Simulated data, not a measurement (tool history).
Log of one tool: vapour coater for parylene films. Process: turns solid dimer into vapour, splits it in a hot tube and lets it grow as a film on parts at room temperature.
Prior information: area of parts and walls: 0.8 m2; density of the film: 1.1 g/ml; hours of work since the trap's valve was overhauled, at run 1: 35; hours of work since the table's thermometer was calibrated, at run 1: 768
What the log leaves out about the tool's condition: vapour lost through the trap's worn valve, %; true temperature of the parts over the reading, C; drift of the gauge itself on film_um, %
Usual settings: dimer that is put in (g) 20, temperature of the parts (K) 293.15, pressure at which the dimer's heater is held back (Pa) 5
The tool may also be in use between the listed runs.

run    day  dimer that is put in (g)  temperature of the parts (K)  pressure at which the dimer's heater is held back (Pa)  hours of work since the trap's valve was overhauled  hours of work since the table's thermometer was calibrated  thickness of the film (um)
  1      0                        20                        293.15                                                       5                                                   35                                                         768                       17.56
  2      1                        20                        293.15                                                       5                                                   50                                                         783                       17.56
  3  2.212                        20                        293.15                                                       5                                                   68                                                         801                       17.63
  4  3.167                        20                        293.15                                                       5                                                   82                                                         815                       17.68
  5  3.954                        20                        293.15                                                       5                                                   94                                                         827                       17.57
  6  5.217                        20                        293.15                                                       5                                                  113                                                         846                       17.51
  7  6.488                        20                        293.15                                                       5                                                  132                                                         865                       17.58

Forecast run 8:
  8  7.3                        28                        299.15                                                    4.91                                                  145                                                         877                           ?

Run 8 produced thickness of the film (um) 18.68.
If the tool had no hidden condition, the same run with the same run-to-run variation would have returned thickness of the film (um) 18.69.
